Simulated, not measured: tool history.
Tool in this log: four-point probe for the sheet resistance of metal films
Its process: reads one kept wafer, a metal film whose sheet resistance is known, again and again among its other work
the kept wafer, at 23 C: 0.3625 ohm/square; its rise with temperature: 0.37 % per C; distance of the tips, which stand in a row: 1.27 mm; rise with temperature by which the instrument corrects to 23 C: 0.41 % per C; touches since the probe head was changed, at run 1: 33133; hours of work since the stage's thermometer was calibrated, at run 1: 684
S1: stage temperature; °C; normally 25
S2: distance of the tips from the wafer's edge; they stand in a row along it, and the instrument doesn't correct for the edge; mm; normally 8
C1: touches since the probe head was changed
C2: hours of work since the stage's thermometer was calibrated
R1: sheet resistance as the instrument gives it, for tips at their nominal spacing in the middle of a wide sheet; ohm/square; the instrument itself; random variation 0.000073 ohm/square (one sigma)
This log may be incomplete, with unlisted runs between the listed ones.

run,hour,S1,S2,C1,C2,R1
1,0.0,25,8,33133,684,0.368703
2,26.4,21,8,34307,698,0.369154
3,51.7,21,67,35428,712,0.364280
4,73.1,21,67,36377,723,0.364399
5,92.5,25,69,37240,733,0.364019
6,108.8,25,6,37963,742,0.372494
7,126.3,24,8,38739,751,0.368789
8,147.5,24,10,39682,762,0.367060
9,160.8,25,8,40274,770,0.368752
10,174.9,25,8,40900,777,0.368815
11,195.4,25,8,41807,788,0.368715
12,223.5,25,8,43054,803,0.368865
13,244.2,25,8,43972,814,0.368835
14,270.1,25,8,45125,828,0.368771
15,288.1,25,8,45923,837,0.368927
# hour 291.0: stage's thermometer calibrated
16,302.1,20,14,46521,6,0.366430
17,329.3,18,23,47731,20,0.365614
18,356.5,21,7,48936,35,0.371035
19,374.6,20,4,49743,44,0.383532
# hour 394.5: stage's thermometer calibrated, once more
20,403.5,20,41,51000,5,0.364660
21,424.0,27,12,51912,16,0.365801
22,450.6,24,21,53091,30,0.364673
23,467.0,32,21,53820,39,0.363877
24,490.8,32,21,54875,51,0.363705
25,515.3,32,21,55966,64,0.363729
26,539.6,32,21,57046,77,0.363912
27,563.0,28,8,58083,90,0.368579
28,582.0,25,66,58928,100,0.364080

Had the tool no unlogged condition, and each run kept its random variation, what would the results have been?
Hidden state at play: inner tips' distance over the nominal, %; tips' flats over new ones', %; wafer's true temperature over the reading, C; drift of the gauge itself on sheet_ohm, %.
run,R1
1,0.367204
2,0.367623
3,0.362743
4,0.362840
5,0.362448
6,0.370874
7,0.367167
8,0.365424
9,0.367099
10,0.367149
11,0.367031
12,0.367152
13,0.367103
14,0.367013
15,0.367151
16,0.364563
17,0.363721
18,0.369094
19,0.381510
20,0.363095
21,0.364214
22,0.363065
23,0.362257
24,0.362064
25,0.362067
26,0.362228
27,0.366851
28,0.362353
